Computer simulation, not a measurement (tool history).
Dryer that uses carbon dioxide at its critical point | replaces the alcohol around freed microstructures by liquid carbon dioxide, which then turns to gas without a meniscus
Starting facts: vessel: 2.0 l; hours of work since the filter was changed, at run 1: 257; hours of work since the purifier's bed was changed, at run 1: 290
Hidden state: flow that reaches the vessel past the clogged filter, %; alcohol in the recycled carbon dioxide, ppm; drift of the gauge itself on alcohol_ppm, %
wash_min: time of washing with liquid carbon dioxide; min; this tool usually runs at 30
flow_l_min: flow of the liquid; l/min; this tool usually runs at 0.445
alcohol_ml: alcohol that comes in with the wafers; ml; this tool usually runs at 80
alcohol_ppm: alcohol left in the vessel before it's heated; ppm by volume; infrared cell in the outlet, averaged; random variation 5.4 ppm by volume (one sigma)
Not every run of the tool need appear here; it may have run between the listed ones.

run,hour,wash_min,flow_l_min,alcohol_ml,hours of work since the filter was changed,hours of work since the purifier's bed was changed,alcohol_ppm
1,0,30,0.445,80,257,290,281
2,12.7,30,0.738,80,265,299,90
3,18.9,30,0.445,80,270,303,276
4,25.8,30,0.445,88,274,307,304
5,33.9,30,0.445,88,279,313,311
6,41.1,36,0.445,29,284,317,117
7,52.1,36,0.445,29,291,324,119
8,64.7,36,0.609,75,299,333,102

The next listed run, before its measurement:
9,74.5,27,0.703,34,306,339,?

alcohol_ppm: 108 ppm by volume
Take away the tool's hidden state, keep the run-to-run variation as it was, and the same run would have given alcohol_ppm 9 ppm by volume.
